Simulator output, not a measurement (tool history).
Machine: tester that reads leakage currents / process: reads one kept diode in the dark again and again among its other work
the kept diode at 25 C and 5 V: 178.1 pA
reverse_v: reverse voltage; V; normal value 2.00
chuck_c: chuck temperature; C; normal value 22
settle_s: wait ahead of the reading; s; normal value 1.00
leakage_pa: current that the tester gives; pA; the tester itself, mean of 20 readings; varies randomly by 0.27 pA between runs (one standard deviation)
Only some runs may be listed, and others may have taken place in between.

| run | hour | reverse_v | chuck_c | settle_s | leakage_pa |
|---|---|---|---|---|---|
| 1 | 0.0 | 2.00 | 22 | 1.00 | 77.41 |
|  | 118.1 | chuck's temperature calibrated |
| 2 | 189.2 | 2.00 | 22 | 1.00 | 86.89 |
| 3 | 341.4 | 2.00 | 22 | 1.00 | 85.86 |
| 4 | 555.1 | 2.00 | 22 | 1.00 | 84.28 |
| 5 | 702.0 | 2.00 | 22 | 5.01 | 82.91 |
| 6 | 931.7 | 2.00 | 22 | 5.01 | 80.63 |
| 7 | 1097.1 | 2.00 | 22 | 5.01 | 79.41 |
| 8 | 1219.9 | 2.00 | 22 | 5.01 | 78.40 |
|  | 1347.6 | chuck's temperature calibrated |
| 9 | 1347.6 | 17.12 | 22 | 1.00 | 256.43 |
| 10 | 1565.7 | 4.63 | 22 | 1.00 | 130.77 |
| 11 | 1760.9 | 4.63 | 22 | 1.00 | 128.23 |
|  | 1820.3 | probe card cleaned and baked |
| 12 | 1998.7 | 2.00 | 36 | 1.00 | 285.74 |
| 13 | 2234.7 | 2.00 | 36 | 1.00 | 279.35 |
| 14 | 2459.6 | 2.00 | 22 | 1.00 | 76.97 |
|  | 2568.3 | chuck's temperature calibrated |
| 15 | 2667.6 | 2.00 | 22 | 1.00 | 84.92 |
| 16 | 2886.4 | 2.00 | 22 | 1.00 | 83.03 |
| 17 | 3098.6 | 2.00 | 22 | 1.00 | 80.86 |
| 18 | 3269.6 | 2.00 | 44 | 1.00 | 554.82 |
| 19 | 3455.6 | 2.00 | 44 | 1.00 | 544.49 |
| 20 | 3688.1 | 2.00 | 22 | 1.00 | 76.33 |

What does the tool deliver on the next run?
|  | 3786.4 | chuck's temperature calibrated |
| 21 | 3924.0 | 2.54 | 26 | 3.48 | ? |

{"run 21": {"leakage_pa": 137.41}}
Had the tool carried no hidden state, the very same run would have given leakage_pa 141.90 pA.

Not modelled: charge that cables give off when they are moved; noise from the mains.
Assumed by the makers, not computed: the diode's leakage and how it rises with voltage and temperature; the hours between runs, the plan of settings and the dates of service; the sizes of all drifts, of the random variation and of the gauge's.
